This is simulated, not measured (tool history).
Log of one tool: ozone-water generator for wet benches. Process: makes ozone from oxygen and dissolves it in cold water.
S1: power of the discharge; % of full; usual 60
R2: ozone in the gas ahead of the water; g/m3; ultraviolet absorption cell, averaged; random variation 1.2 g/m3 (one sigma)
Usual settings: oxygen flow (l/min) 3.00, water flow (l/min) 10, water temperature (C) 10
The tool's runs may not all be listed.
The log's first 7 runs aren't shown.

Run 8, hour 388.8: usual settings but water temperature (C) 8. Result: dissolved ozone (ppm) 24.4, R2 219.3 g/m3.
Run 9, hour 465.3: usual settings but water temperature (C) 8. Result: dissolved ozone (ppm) 24.7, R2 217.3 g/m3.
Run 10, hour 537.4: usual settings but water temperature (C) 14. Result: dissolved ozone (ppm) 22.6, R2 218.5 g/m3.
Run 11, hour 590.5: usual settings but water temperature (C) 14. Result: dissolved ozone (ppm) 22.6, R2 219.4 g/m3.
Run 12, hour 673.7: usual settings but water temperature (C) 14. Result: dissolved ozone (ppm) 22.7, R2 217.9 g/m3.
Run 13, hour 713.6: usual settings but water temperature (C) 14. Result: dissolved ozone (ppm) 22.4, R2 216.3 g/m3.
Run 14, hour 763.1: usual settings but water temperature (C) 14. Result: dissolved ozone (ppm) 22.5, R2 217.5 g/m3.
Run 15, hour 831.8: usual settings but water temperature (C) 14. Result: dissolved ozone (ppm) 22.6, R2 219.0 g/m3.
At hour 858.9: water thermometer calibrated.
Run 16, hour 898.6: usual settings but water temperature (C) 14. Result: dissolved ozone (ppm) 22.1, R2 218.3 g/m3.
Run 17, hour 960.2: usual settings. Result: dissolved ozone (ppm) 23.8, R2 218.0 g/m3.
Run 18, hour 1010.0: usual settings. Result: dissolved ozone (ppm) 23.9, R2 217.2 g/m3.
Run 19, hour 1087.2: usual settings. Result: dissolved ozone (ppm) 24.0, R2 217.3 g/m3.
Run 20, hour 1148.6: usual settings but oxygen flow (l/min) 2.58. Result: dissolved ozone (ppm) 23.8, R2 236.8 g/m3.
Run 21, hour 1205.3: usual settings but oxygen flow (l/min) 3.27, water flow (l/min) 6, water temperature (C) 7. Result: dissolved ozone (ppm) 35.7, R2 207.4 g/m3.
Run 22, hour 1260.0: usual settings but oxygen flow (l/min) 3.27, water flow (l/min) 9, water temperature (C) 9. Result: dissolved ozone (ppm) 25.9, R2 207.9 g/m3.

Run 23 comes next. What will it give?
Run 23, hour 1303.7: usual settings but oxygen flow (l/min) 3.27, water flow (l/min) 12, water temperature (C) 9. Result: dissolved ozone (ppm) ?, R2 ?.

{"run 23": {"dissolved ozone (ppm)": 20.7, "R2": 205.7}}
Without the tool's hidden state the same run would have given dissolved ozone (ppm) 21.7, R2 211.0 g/m3.
